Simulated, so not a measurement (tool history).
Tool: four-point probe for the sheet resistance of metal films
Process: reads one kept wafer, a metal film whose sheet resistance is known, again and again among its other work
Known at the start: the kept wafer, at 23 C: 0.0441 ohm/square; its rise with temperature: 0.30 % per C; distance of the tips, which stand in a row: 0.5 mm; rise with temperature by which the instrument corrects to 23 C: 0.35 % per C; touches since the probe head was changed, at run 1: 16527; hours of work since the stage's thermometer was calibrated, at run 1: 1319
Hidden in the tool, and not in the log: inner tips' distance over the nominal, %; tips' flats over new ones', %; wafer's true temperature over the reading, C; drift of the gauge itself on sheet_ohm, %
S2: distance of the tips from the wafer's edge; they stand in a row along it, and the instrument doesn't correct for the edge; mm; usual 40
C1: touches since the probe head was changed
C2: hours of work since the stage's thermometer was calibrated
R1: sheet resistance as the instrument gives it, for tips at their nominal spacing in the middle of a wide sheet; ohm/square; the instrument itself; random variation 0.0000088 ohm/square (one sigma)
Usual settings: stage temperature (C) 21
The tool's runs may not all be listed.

Run 1, hour 0: usual settings; C1 16527; C2 1319. Result: R1 0.044193 ohm/square.
Run 2, hour 21.2: usual settings; C1 16835; C2 1331. Result: R1 0.044196 ohm/square.
Run 3, hour 43.6: usual settings; C1 17159; C2 1343. Result: R1 0.044198 ohm/square.
Run 4, hour 80.1: usual settings; C1 17689; C2 1364. Result: R1 0.044207 ohm/square.
Run 5, hour 101.9: usual settings; C1 18005; C2 1376. Result: R1 0.044189 ohm/square.
Run 6, hour 123.7: usual settings; C1 18321; C2 1388. Result: R1 0.044191 ohm/square.
Run 7, hour 149.5: usual settings but S2 4 mm; C1 18695; C2 1403. Result: R1 0.044571 ohm/square.
Run 8, hour 183.3: usual settings but S2 4 mm; C1 19185; C2 1422. Result: R1 0.044572 ohm/square.
At hour 187.5: stage's thermometer calibrated.
Run 9, hour 205.2: usual settings but stage temperature (C) 20, S2 9 mm; C1 19494; C2 10. Result: R1 0.044272 ohm/square.
Run 10, hour 242.2: usual settings but stage temperature (C) 20, S2 9 mm; C1 20031; C2 31. Result: R1 0.044273 ohm/square.
Run 11, hour 276.4: usual settings but stage temperature (C) 30, S2 19 mm; C1 20526; C2 50. Result: R1 0.044007 ohm/square.
Run 12, hour 312.8: usual settings but stage temperature (C) 26, S2 35 mm; C1 21054; C2 70. Result: R1 0.044061 ohm/square.
At hour 334: stage's thermometer calibrated, once more.
Run 13, hour 345: usual settings but stage temperature (C) 31, S2 4 mm; C1 21513; C2 6. Result: R1 0.044376 ohm/square.

3 ways to go on from here, each from the tool as it stands after run 13. What would each give?
Run A, hour 363.3: usual settings but stage temperature (C) 31, S2 41 mm; C1 21779; C2 16. Result: R1 ?.
Run B, hour 363.3: usual settings but stage temperature (C) 24, S2 23 mm; C1 21779; C2 16. Result: R1 ?.
Run C, hour 363.3: usual settings but stage temperature (C) 19, S2 6 mm; C1 21779; C2 16. Result: R1 ?.

run        R1
  A  0.044004
  B  0.044156
  C  0.044399
Without the tool's hidden state the same runs would have given:
run        R1
  A  0.043942
  B  0.044093
  C  0.044336

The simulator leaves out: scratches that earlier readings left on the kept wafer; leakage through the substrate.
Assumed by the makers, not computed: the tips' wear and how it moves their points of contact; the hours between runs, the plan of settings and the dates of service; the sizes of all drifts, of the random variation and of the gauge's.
